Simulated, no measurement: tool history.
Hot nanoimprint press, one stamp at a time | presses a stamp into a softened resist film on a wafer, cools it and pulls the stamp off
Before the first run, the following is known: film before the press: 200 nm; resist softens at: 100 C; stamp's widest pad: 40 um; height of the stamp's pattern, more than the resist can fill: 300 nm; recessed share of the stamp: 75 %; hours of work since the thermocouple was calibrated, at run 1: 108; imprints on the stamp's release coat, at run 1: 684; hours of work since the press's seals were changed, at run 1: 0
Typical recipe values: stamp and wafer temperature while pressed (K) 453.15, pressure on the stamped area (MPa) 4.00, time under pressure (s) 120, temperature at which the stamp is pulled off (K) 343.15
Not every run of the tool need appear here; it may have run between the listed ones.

run   hour  stamp and wafer temperature while pressed (K)  pressure on the stamped area (MPa)  time under pressure (s)  temperature at which the stamp is pulled off (K)  hours of work since the thermocouple was calibrated  imprints on the stamp's release coat  hours of work since the press's seals were changed  resist left under the stamp's widest pad (Å)  greatest force while the stamp is pulled off (N)
  1    0.0                                         453.15                                4.00                      120                                            343.15                                                  108                                   684                                                   0                                          1137                                               263
  2   40.7                                         453.15                                4.00                      120                                            343.15                                                  140                                   882                                                  31                                          1133                                               281
  3   65.5                                         444.15                                4.00                      120                                            343.15                                                  159                                  1003                                                  51                                          1531                                               284
  4   90.8                                         453.15                                4.00                      120                                            339.15                                                  178                                  1126                                                  70                                          1147                                               299
  5  129.6                                         453.15                                4.00                      120                                            339.15                                                  208                                  1315                                                 100                                          1146                                               322
  6  154.5                                         453.15                                4.00                      120                                            339.15                                                  227                                  1437                                                 119                                          1150                                               324
  7  181.2                                         443.15                                4.00                      120                                            343.15                                                  248                                  1567                                                 140                                          1583                                               315
  8  203.8                                         443.15                                4.00                      120                                            343.15                                                  265                                  1677                                                 157                                          1594                                               321
  9  226.0                                         443.15                                4.00                      120                                            343.15                                                  283                                  1785                                                 174                                          1591                                               316
     233.0  -- plate thermocouple calibrated
 10  256.4                                         453.15                                4.00                      102                                            343.15                                                   18                                  1918                                                 195                                          1177                                               341
     264.7  -- stamp cleaned and given a new release coat
 11  304.5                                         453.15                                4.00                      120                                            342.15                                                   50                                   194                                                 228                                          1130                                               250
 12  339.4                                         453.15                                3.08                      120                                            342.15                                                   77                                   364                                                 255                                          1275                                               245
 13  361.2                                         453.15                                4.00                      120                                            343.15                                                   94                                   471                                                 272                                          1137                                               246
 14  406.0                                         453.15                                4.00                      120                                            343.15                                                  129                                   689                                                 306                                          1132                                               262
 15  439.0                                         454.15                                2.52                      120                                            343.15                                                  154                                   850                                                 332                                          1356                                               267
 16  482.7                                         442.15                                2.59                      120                                            343.15                                                  188                                  1063                                                 365                                          1776                                               280
 17  512.9                                         447.15                                4.00                      222                                            341.15                                                  211                                  1210                                                 389                                          1207                                               300
 18  564.0                                         447.15                                4.00                      222                                            341.15                                                  251                                  1459                                                 428                                          1220                                               319
 19  600.9                                         464.15                                4.00                      120                                            343.15                                                  279                                  1638                                                 456                                           759                                               311
     609.8  -- plate thermocouple calibrated
 20  624.9                                         464.15                                4.00                      120                                            343.15                                                   12                                  1741                                                 473                                           740                                               321
     671.5  -- stamp cleaned and given a new release coat
 21  675.6                                         464.15                                4.00                      120                                            343.15                                                   46                                    20                                                 507                                           745                                               233
 22  720.6                                         464.15                                4.00                      120                                            343.15                                                   81                                   239                                                 542                                           745                                               242
 23  766.7                                         456.15                                6.37                      235                                            344.15                                                  116                                   464                                                 577                                           629                                               253
 24  791.3                                         456.15                                6.37                      235                                            344.15                                                  135                                   583                                                 596                                           632                                               257
 25  825.0                                         461.15                                6.37                      126                                            347.15                                                  161                                   747                                                 622                                           642                                               249
 26  869.1                                         446.15                                4.00                      120                                            343.15                                                  195                                   962                                                 656                                          1470                                               288
 27  890.2                                         446.15                                5.48                      115                                            343.15                                                  212                                  1065                                                 673                                          1313                                               290

Predict each of these 5 candidate next runs independently; none follows another, all start after run 27:
  A  936.3                                         446.15                                5.48                      115                                            330.15                                                  247                                  1290                                                 708                                             ?                                                 ?
  B  936.3                                         453.15                                3.46                      120                                            348.15                                                  247                                  1290                                                 708                                             ?                                                 ?
  C  936.3                                         453.15                                4.00                      120                                            342.15                                                  247                                  1290                                                 708                                             ?                                                 ?
  D  936.3                                         453.15                                4.00                      105                                            343.15                                                  247                                  1290                                                 708                                             ?                                                 ?
  E  936.3                                         453.15                                3.12                      107                                            343.15                                                  247                                  1290                                                 708                                             ?                                                 ?

run  resist left under the stamp's widest pad (Å)  greatest force while the stamp is pulled off (N)
  A                                          1317                                               354
  B                                          1242                                               270
  C                                          1167                                               297
  D                                          1207                                               303
  E                                          1337                                               295
Without the tool's hidden state the same runs would have given:
run  resist left under the stamp's widest pad (Å)  greatest force while the stamp is pulled off (N)
  A                                          1264                                               273
  B                                          1198                                               207
  C                                          1122                                               228
  D                                          1162                                               233
  E                                          1295                                               227

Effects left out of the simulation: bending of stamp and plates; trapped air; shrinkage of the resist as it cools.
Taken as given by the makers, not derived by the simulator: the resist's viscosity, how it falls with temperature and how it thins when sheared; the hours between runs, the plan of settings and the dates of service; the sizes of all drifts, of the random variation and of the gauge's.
